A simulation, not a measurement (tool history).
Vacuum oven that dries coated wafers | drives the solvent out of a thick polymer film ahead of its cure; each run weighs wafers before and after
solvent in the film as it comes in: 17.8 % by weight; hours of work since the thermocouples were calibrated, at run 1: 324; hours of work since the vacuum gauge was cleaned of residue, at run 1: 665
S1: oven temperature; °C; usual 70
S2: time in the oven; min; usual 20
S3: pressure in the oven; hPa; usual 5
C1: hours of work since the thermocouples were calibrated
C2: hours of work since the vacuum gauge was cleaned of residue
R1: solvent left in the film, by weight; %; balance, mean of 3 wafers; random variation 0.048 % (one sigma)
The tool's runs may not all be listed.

Run 1, hour 0: usual settings; C1 324; C2 665. Result: R1 2.59 %.
Run 2, hour 36.3: usual settings but S1 64 °C; C1 350; C2 690. Result: R1 4.83 %.
Run 3, hour 61.7: usual settings but S1 64 °C; C1 367; C2 708. Result: R1 4.91 %.
Run 4, hour 86: usual settings but S1 64 °C; C1 385; C2 725. Result: R1 4.88 %.
Run 5, hour 115.5: usual settings but S1 63 °C; C1 405; C2 746. Result: R1 5.32 %.
Run 6, hour 136.1: usual settings but S1 63 °C; C1 420; C2 761. Result: R1 5.34 %.
Run 7, hour 175.6: usual settings; C1 448; C2 788. Result: R1 2.59 %.
Run 8, hour 205.9: usual settings; C1 469; C2 810. Result: R1 2.64 %.
Run 9, hour 243.9: usual settings but S3 4.3 hPa; C1 496; C2 837. Result: R1 2.58 %.
Run 10, hour 283.5: usual settings but S3 4.3 hPa; C1 524; C2 864. Result: R1 2.45 %.
Run 11, hour 316.6: usual settings but S3 4.3 hPa; C1 547; C2 888. Result: R1 2.49 %.
Run 12, hour 342.5: usual settings but S3 4.3 hPa; C1 565; C2 906. Result: R1 2.51 %.
Run 13, hour 384.9: usual settings; C1 595; C2 936. Result: R1 2.59 %.
Run 14, hour 419.9: usual settings but S3 5.86 hPa; C1 620; C2 961. Result: R1 2.63 %.
Run 15, hour 441.8: usual settings but S3 5.86 hPa; C1 635; C2 976. Result: R1 2.66 %.
Run 16, hour 475.9: usual settings but S3 5.86 hPa; C1 659; C2 1000. Result: R1 2.58 %.
Run 17, hour 512.2: usual settings; C1 685; C2 1025. Result: R1 2.49 %.
Run 18, hour 534.8: usual settings; C1 701; C2 1041. Result: R1 2.49 %.
Run 19, hour 575.5: usual settings; C1 729; C2 1070. Result: R1 2.5 %.
Run 20, hour 598.9: usual settings but S1 83 °C; C1 746; C2 1087. Result: R1 0.55 %.
Run 21, hour 636.5: usual settings; C1 772; C2 1113. Result: R1 2.49 %.
Run 22, hour 671: usual settings but S3 15.87 hPa; C1 796; C2 1137. Result: R1 3.7 %.
Run 23, hour 697.7: usual settings but S3 4.96 hPa; C1 815; C2 1156. Result: R1 2.5 %.
Run 24, hour 740.5: usual settings but S3 4.96 hPa; C1 845; C2 1186. Result: R1 2.44 %.
At hour 762.6: oven's thermocouples calibrated.
Run 25, hour 769: usual settings but S1 66 °C, S2 11 min, S3 7.53 hPa; C1 4; C2 1205. Result: R1 7.18 %.
Run 26, hour 806.9: usual settings but S1 66 °C, S2 11 min, S3 7.53 hPa; C1 31; C2 1232. Result: R1 7.36 %.
At hour 812.5: vacuum gauge cleaned of residue and calibrated.
Run 27, hour 840.8: usual settings but S1 66 °C, S2 11 min, S3 7.53 hPa; C1 54; C2 20. Result: R1 7.47 %.
Run 28, hour 885.6: usual settings but S1 61 °C, S2 10 min, S3 12.78 hPa; C1 86; C2 51. Result: R1 10.36 %.
Run 29, hour 912.7: usual settings but S1 76 °C, S2 13 min, S3 11.6 hPa; C1 105; C2 71. Result: R1 2.98 %.
Run 30, hour 960.3: usual settings but S1 69 °C, S2 33 min, S3 3.21 hPa; C1 138; C2 104. Result: R1 1.39 %.
Run 31, hour 989.2: usual settings but S1 60 °C, S3 8.22 hPa; C1 158; C2 124. Result: R1 7.22 %.
Run 32, hour 1032.7: usual settings but S1 73 °C, S2 13 min, S3 8.12 hPa; C1 189; C2 155. Result: R1 3.73 %.
Run 33, hour 1055.6: usual settings but S1 73 °C, S2 13 min, S3 8.12 hPa; C1 205; C2 171. Result: R1 3.69 %.
Run 34, hour 1087.9: usual settings but S1 66 °C, S2 31 min, S3 2.7 hPa; C1 228; C2 194. Result: R1 2.08 %.
At hour 1108.3: vacuum gauge cleaned of residue and calibrated, once more.
Run 35, hour 1133.4: usual settings but S1 66 °C, S2 28 min, S3 9.59 hPa; C1 259; C2 18. Result: R1 3.1 %.
Run 36, hour 1164.8: usual settings but S2 30 min, S3 9.59 hPa; C1 281; C2 40. Result: R1 1.81 %.
Run 37, hour 1204.2: usual settings but S2 30 min, S3 9.59 hPa; C1 309; C2 67. Result: R1 1.8 %.
Run 38, hour 1248.5: usual settings but S1 61 °C, S2 10 min, S3 12.76 hPa; C1 340; C2 99. Result: R1 10.13 %.
Run 39, hour 1296.3: usual settings; C1 374; C2 132. Result: R1 2.38 %.
Run 40, hour 1327.1: usual settings but S2 12 min, S3 19.14 hPa; C1 395; C2 154. Result: R1 5.92 %.
Run 41, hour 1355.9: usual settings but S1 78 °C, S2 11 min, S3 18.57 hPa; C1 416; C2 174. Result: R1 3.3 %.
Run 42, hour 1405.3: usual settings but S1 78 °C, S2 11 min, S3 18.57 hPa; C1 450; C2 209. Result: R1 3.3 %.
Run 43, hour 1440.9: usual settings but S1 78 °C, S2 11 min, S3 18.57 hPa; C1 476; C2 234. Result: R1 3.25 %.
Run 44, hour 1464: usual settings but S1 78 °C, S2 11 min, S3 18.57 hPa; C1 492; C2 250. Result: R1 3.26 %.
Run 45, hour 1492.7: usual settings but S1 57 °C, S2 10 min, S3 4.83 hPa; C1 512; C2 271. Result: R1 10.63 %.
Run 46, hour 1514.3: usual settings but S1 79 °C, S3 5.2 hPa; C1 527; C2 286. Result: R1 0.74 %.
Run 47, hour 1561.6: usual settings but S2 36 min; C1 560; C2 319. Result: R1 1 %.

Measured less the same run without the tool's hidden state. The same run-to-run variation is in both; the gauge's scatter may not be:
The hidden state here: true wafer temperature over the reading, C; true pressure over the reading, kPa; drift of the gauge itself on solvent_pct, %.
run     R1
  1  -0.02
  2  -0.06
  3  -0.07
  4  -0.08
  5  -0.09
  6   -0.1
  7  -0.06
  8  -0.07
  9  -0.08
 10  -0.09
 11   -0.1
 12   -0.1
 13  -0.11
 14  -0.12
 15  -0.13
 16  -0.13
 17  -0.13
 18  -0.14
 19  -0.14
 20  +0.05
 21  -0.16
 22  -0.19
 23  -0.17
 24  -0.18
 25  +0.03
 26  +0.01
 27  +0.04
 28  +0.04
 29  +0.04
 30  +0.16
 31  +0.04
 32  -0.01
 33  -0.01
 34  +0.11
 35  -0.21
 36  -0.14
 37  -0.14
 38  -0.27
 39  -0.24
 40  -0.34
 41  -0.26
 42  -0.27
 43  -0.28
 44  -0.29
 45  -0.28
 46  -0.07
 47   -0.1
